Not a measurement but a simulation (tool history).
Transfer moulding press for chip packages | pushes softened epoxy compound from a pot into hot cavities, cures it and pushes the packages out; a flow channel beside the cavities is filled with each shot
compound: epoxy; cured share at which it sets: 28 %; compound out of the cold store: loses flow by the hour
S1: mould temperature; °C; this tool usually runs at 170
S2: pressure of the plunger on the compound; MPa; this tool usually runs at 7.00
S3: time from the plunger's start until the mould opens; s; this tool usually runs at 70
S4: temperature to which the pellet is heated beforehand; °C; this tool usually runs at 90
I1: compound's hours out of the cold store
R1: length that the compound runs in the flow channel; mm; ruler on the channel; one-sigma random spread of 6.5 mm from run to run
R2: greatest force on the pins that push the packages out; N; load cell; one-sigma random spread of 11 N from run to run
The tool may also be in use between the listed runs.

run 1 hour=0.0 | S1=170 S2=7.00 S3=70 S4=90 | I1=27.8 | R1=910 R2=515
run 2 hour=15.2 | S1=170 S2=7.00 S3=70 S4=90 | I1=12.7 | R1=970 R2=537
run 3 hour=26.0 | S1=170 S2=7.00 S3=70 S4=90 | I1=31.6 | R1=889 R2=512
run 4 hour=38.2 | S1=170 S2=7.00 S3=70 S4=90 | I1=34.2 | R1=894 R2=516
run 5 hour=61.1 | S1=170 S2=7.00 S3=70 S4=80 | I1=31.6 | R1=906 R2=572
run 6 hour=79.3 | S1=173 S2=7.00 S3=70 S4=85 | I1=46.0 | R1=827 R2=431
run 7 hour=102.2 | S1=174 S2=7.16 S3=70 S4=86 | I1=25.6 | R1=903 R2=418
run 8 hour=122.5 | S1=174 S2=7.16 S3=70 S4=86 | I1=22.4 | R1=933 R2=397
run 9 hour=136.3 | S1=171 S2=7.17 S3=66 S4=95 | I1=40.6 | R1=870 R2=536
run 10 hour=155.9 | S1=177 S2=8.04 S3=53 S4=91 | I1=11.8 | R1=1019 R2=733

Removed from this log: 4 entries logged between the listed runs. Between which two listed runs does each belong, and how does the tool's hidden state at the listed run before it compare with that at the listed run after it?
Run 1 -> run 2: cavities cleaned with cleaning compound and waxed (hour 11.3)
  pressure that reaches the compound, % of what is set: 99.93 -> 99.92; grip of the stained cavities, % over clean ones': 1.4 -> 0.2
Run 5 -> run 6: cavities cleaned with cleaning compound and waxed (hour 75.6)
  pressure that reaches the compound, % of what is set: 99.88 -> 99.86; grip of the stained cavities, % over clean ones': 1.4 -> 0.2
Run 8 -> run 9: plunger's sealing rings changed (hour 130.0)
  true mould temperature over the reading, C: 0.01 -> 0.02; pressure that reaches the compound, % of what is set: 99.82 -> 99.99; grip of the stained cavities, % over clean ones': 1.4 -> 1.6
Run 9 -> run 10: cavities cleaned with cleaning compound and waxed (hour 142.2)
  pressure that reaches the compound, % of what is set: 99.99 -> 99.97; grip of the stained cavities, % over clean ones': 1.6 -> 0.5
